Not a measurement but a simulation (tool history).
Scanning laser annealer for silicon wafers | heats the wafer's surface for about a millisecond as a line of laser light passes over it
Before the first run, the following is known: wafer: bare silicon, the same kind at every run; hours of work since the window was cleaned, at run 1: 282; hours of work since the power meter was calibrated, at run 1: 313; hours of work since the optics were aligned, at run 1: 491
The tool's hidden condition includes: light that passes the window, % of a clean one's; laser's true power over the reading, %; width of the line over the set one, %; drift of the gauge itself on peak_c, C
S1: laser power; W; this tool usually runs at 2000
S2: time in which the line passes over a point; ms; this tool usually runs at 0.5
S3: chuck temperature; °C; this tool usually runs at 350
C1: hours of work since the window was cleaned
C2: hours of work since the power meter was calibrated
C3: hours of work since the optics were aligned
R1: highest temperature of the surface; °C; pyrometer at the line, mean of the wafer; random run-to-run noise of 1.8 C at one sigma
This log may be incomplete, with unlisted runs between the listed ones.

{"run": 1, "hour": 0.0, "S1": 2000, "S2": 0.5, "S3": 350, "C1": 282, "C2": 313, "C3": 491, "R1": 1054}
{"run": 2, "hour": 22.1, "S1": 2000, "S2": 0.5, "S3": 350, "C1": 293, "C2": 325, "C3": 502, "R1": 1054}
{"run": 3, "hour": 48.8, "S1": 2000, "S2": 0.5, "S3": 350, "C1": 306, "C2": 338, "C3": 516, "R1": 1053}
{"run": 4, "hour": 67.6, "S1": 2000, "S2": 0.5, "S3": 346, "C1": 316, "C2": 348, "C3": 525, "R1": 1046}
{"run": 5, "hour": 88.8, "S1": 2000, "S2": 0.5, "S3": 350, "C1": 327, "C2": 358, "C3": 536, "R1": 1052}
{"run": 6, "hour": 110.9, "S1": 2108, "S2": 0.5, "S3": 350, "C1": 338, "C2": 369, "C3": 547, "R1": 1097}
{"run": 7, "hour": 135.6, "S1": 2108, "S2": 0.5, "S3": 350, "C1": 350, "C2": 382, "C3": 560, "R1": 1092}
{"run": 8, "hour": 179.6, "S1": 2108, "S2": 0.5, "S3": 350, "C1": 372, "C2": 404, "C3": 582, "R1": 1094}
{"run": 9, "hour": 206.5, "S1": 2000, "S2": 0.5, "S3": 350, "C1": 386, "C2": 418, "C3": 595, "R1": 1044}
{"run": 10, "hour": 228.5, "S1": 2000, "S2": 0.5, "S3": 350, "C1": 397, "C2": 429, "C3": 607, "R1": 1044}
{"run": 11, "hour": 255.2, "S1": 2000, "S2": 0.619, "S3": 350, "C1": 411, "C2": 442, "C3": 620, "R1": 1141}
{"run": 12, "hour": 293.6, "S1": 2000, "S2": 0.5, "S3": 350, "C1": 430, "C2": 462, "C3": 639, "R1": 1042}
{"run": 13, "hour": 324.5, "S1": 2000, "S2": 0.5, "S3": 350, "C1": 446, "C2": 477, "C3": 655, "R1": 1043}
{"run": 14, "hour": 353.4, "S1": 1732, "S2": 0.438, "S3": 323, "C1": 460, "C2": 492, "C3": 670, "R1": 860}
{"run": 15, "hour": 386.2, "S1": 2000, "S2": 0.5, "S3": 380, "C1": 477, "C2": 508, "C3": 686, "R1": 1072}
{"run": 16, "hour": 427.2, "S1": 2000, "S2": 0.599, "S3": 364, "C1": 497, "C2": 529, "C3": 707, "R1": 1132}
{"run": 17, "hour": 448.2, "S1": 2000, "S2": 0.599, "S3": 364, "C1": 508, "C2": 540, "C3": 718, "R1": 1130}
{"run": 18, "hour": 471.6, "S1": 2000, "S2": 0.597, "S3": 320, "C1": 520, "C2": 551, "C3": 729, "R1": 1082}
{"run": 19, "hour": 494.8, "S1": 2000, "S2": 0.573, "S3": 343, "C1": 532, "C2": 563, "C3": 741, "R1": 1088}
{"run": 20, "hour": 527.2, "S1": 2000, "S2": 0.573, "S3": 343, "C1": 548, "C2": 579, "C3": 757, "R1": 1081}
{"run": 21, "hour": 551.2, "S1": 2000, "S2": 0.451, "S3": 353, "C1": 560, "C2": 592, "C3": 769, "R1": 997}
{"run": 22, "hour": 593.5, "S1": 2000, "S2": 0.451, "S3": 353, "C1": 581, "C2": 613, "C3": 791, "R1": 996}
{"run": 23, "hour": 624.3, "S1": 1763, "S2": 0.472, "S3": 336, "C1": 597, "C2": 628, "C3": 806, "R1": 902}
{"run": 24, "hour": 665.1, "S1": 1885, "S2": 0.5, "S3": 350, "C1": 617, "C2": 649, "C3": 827, "R1": 983}
{"run": 25, "hour": 687.1, "S1": 2130, "S2": 0.397, "S3": 350, "C1": 629, "C2": 660, "C3": 838, "R1": 988}
{"run": 26, "hour": 705.9, "S1": 1724, "S2": 0.425, "S3": 334, "C1": 638, "C2": 670, "C3": 848, "R1": 846}

Some steps in R1, run to run, broken into two amounts with sign: the step expected even without the hidden condition (settings, incoming material, random variation), and the rest, left for the hidden condition together with whatever gauge scatter is not in both the measured and the hidden-condition-free result:
Run 13 -> 14: S1 2000 -> 1732, S2 0.5 -> 0.438, S3 350 -> 323. R1 -183 °C: hidden state +8, all else -191.
Run 14 -> 15: S1 1732 -> 2000, S2 0.438 -> 0.5, S3 323 -> 380. R1 +212 °C: hidden state -10, all else +222.
